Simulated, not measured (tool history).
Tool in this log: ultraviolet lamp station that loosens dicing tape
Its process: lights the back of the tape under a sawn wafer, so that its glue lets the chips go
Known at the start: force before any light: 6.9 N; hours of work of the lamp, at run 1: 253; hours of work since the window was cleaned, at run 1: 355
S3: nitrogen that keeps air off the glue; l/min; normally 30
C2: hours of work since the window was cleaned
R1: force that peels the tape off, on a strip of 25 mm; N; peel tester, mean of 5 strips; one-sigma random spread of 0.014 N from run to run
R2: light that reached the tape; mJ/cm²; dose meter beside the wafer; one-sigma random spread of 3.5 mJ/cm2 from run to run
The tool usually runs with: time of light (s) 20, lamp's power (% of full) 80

{"run": 1, "hour": 0.0, "time of light (s)": 20, "lamp's power (% of full)": 80, "S3": 30, "hours of work of the lamp": 253, "C2": 355, "R1": 0.966, "R2": 469}
{"run": 2, "hour": 13.6, "time of light (s)": 20, "lamp's power (% of full)": 80, "S3": 30, "hours of work of the lamp": 263, "C2": 365, "R1": 1.012, "R2": 467}
{"hour": 15.4, "done": "window cleaned of glue's vapour"}
{"run": 3, "hour": 22.3, "time of light (s)": 20, "lamp's power (% of full)": 80, "S3": 30, "hours of work of the lamp": 269, "C2": 5, "R1": 0.805, "R2": 530}
{"run": 4, "hour": 28.9, "time of light (s)": 20, "lamp's power (% of full)": 80, "S3": 30, "hours of work of the lamp": 274, "C2": 10, "R1": 0.783, "R2": 521}
{"run": 5, "hour": 41.3, "time of light (s)": 20, "lamp's power (% of full)": 80, "S3": 30, "hours of work of the lamp": 283, "C2": 19, "R1": 0.794, "R2": 526}
{"run": 6, "hour": 54.3, "time of light (s)": 20, "lamp's power (% of full)": 80, "S3": 30, "hours of work of the lamp": 292, "C2": 28, "R1": 0.804, "R2": 520}
{"run": 7, "hour": 66.2, "time of light (s)": 20, "lamp's power (% of full)": 80, "S3": 25, "hours of work of the lamp": 301, "C2": 37, "R1": 0.9, "R2": 522}
{"run": 8, "hour": 74.7, "time of light (s)": 20, "lamp's power (% of full)": 80, "S3": 25, "hours of work of the lamp": 307, "C2": 43, "R1": 0.891, "R2": 512}
{"run": 9, "hour": 83.8, "time of light (s)": 20, "lamp's power (% of full)": 80, "S3": 25, "hours of work of the lamp": 314, "C2": 50, "R1": 0.9, "R2": 508}
{"run": 10, "hour": 92.1, "time of light (s)": 20, "lamp's power (% of full)": 80, "S3": 25, "hours of work of the lamp": 320, "C2": 56, "R1": 0.871, "R2": 509}
{"run": 11, "hour": 100.8, "time of light (s)": 20, "lamp's power (% of full)": 80, "S3": 25, "hours of work of the lamp": 326, "C2": 62, "R1": 0.929, "R2": 508}
{"run": 12, "hour": 110.5, "time of light (s)": 20, "lamp's power (% of full)": 80, "S3": 25, "hours of work of the lamp": 333, "C2": 69, "R1": 0.876, "R2": 508}
{"run": 13, "hour": 121.7, "time of light (s)": 20, "lamp's power (% of full)": 80, "S3": 30, "hours of work of the lamp": 341, "C2": 77, "R1": 0.862, "R2": 505}
{"run": 14, "hour": 133.1, "time of light (s)": 20, "lamp's power (% of full)": 80, "S3": 30, "hours of work of the lamp": 350, "C2": 86, "R1": 0.889, "R2": 505}
{"run": 15, "hour": 143.0, "time of light (s)": 20, "lamp's power (% of full)": 80, "S3": 30, "hours of work of the lamp": 357, "C2": 93, "R1": 0.864, "R2": 503}
{"run": 16, "hour": 154.7, "time of light (s)": 20, "lamp's power (% of full)": 96, "S3": 30, "hours of work of the lamp": 365, "C2": 102, "R1": 0.629, "R2": 594}
{"run": 17, "hour": 169.3, "time of light (s)": 20, "lamp's power (% of full)": 80, "S3": 30, "hours of work of the lamp": 376, "C2": 112, "R1": 0.881, "R2": 495}
{"run": 18, "hour": 179.5, "time of light (s)": 20, "lamp's power (% of full)": 80, "S3": 30, "hours of work of the lamp": 383, "C2": 120, "R1": 0.89, "R2": 490}
{"run": 19, "hour": 187.7, "time of light (s)": 20, "lamp's power (% of full)": 80, "S3": 28, "hours of work of the lamp": 389, "C2": 126, "R1": 0.928, "R2": 483}
{"run": 20, "hour": 202.9, "time of light (s)": 20, "lamp's power (% of full)": 80, "S3": 28, "hours of work of the lamp": 400, "C2": 137, "R1": 0.949, "R2": 483}
{"run": 21, "hour": 211.8, "time of light (s)": 20, "lamp's power (% of full)": 80, "S3": 28, "hours of work of the lamp": 407, "C2": 143, "R1": 0.951, "R2": 483}
{"run": 22, "hour": 221.4, "time of light (s)": 24, "lamp's power (% of full)": 80, "S3": 30, "hours of work of the lamp": 414, "C2": 150, "R1": 0.663, "R2": 574}
{"run": 23, "hour": 236.0, "time of light (s)": 22, "lamp's power (% of full)": 66, "S3": 30, "hours of work of the lamp": 424, "C2": 161, "R1": 1.107, "R2": 431}
{"run": 24, "hour": 246.7, "time of light (s)": 22, "lamp's power (% of full)": 66, "S3": 30, "hours of work of the lamp": 432, "C2": 168, "R1": 1.147, "R2": 431}
{"run": 25, "hour": 256.2, "time of light (s)": 22, "lamp's power (% of full)": 66, "S3": 14, "hours of work of the lamp": 439, "C2": 175, "R1": 1.493, "R2": 430}

What will run 26 give?
{"run": 26, "hour": 267.9, "time of light (s)": 20, "lamp's power (% of full)": 62, "S3": 30, "hours of work of the lamp": 448, "C2": 184, "R1": "?", "R2": "?"}

R1: 1.514 N
R2: 364 mJ/cm²
With the hidden condition absent and the run-to-run variation left alone, this run would have shown R1 1.087 N, R2 448 mJ/cm².

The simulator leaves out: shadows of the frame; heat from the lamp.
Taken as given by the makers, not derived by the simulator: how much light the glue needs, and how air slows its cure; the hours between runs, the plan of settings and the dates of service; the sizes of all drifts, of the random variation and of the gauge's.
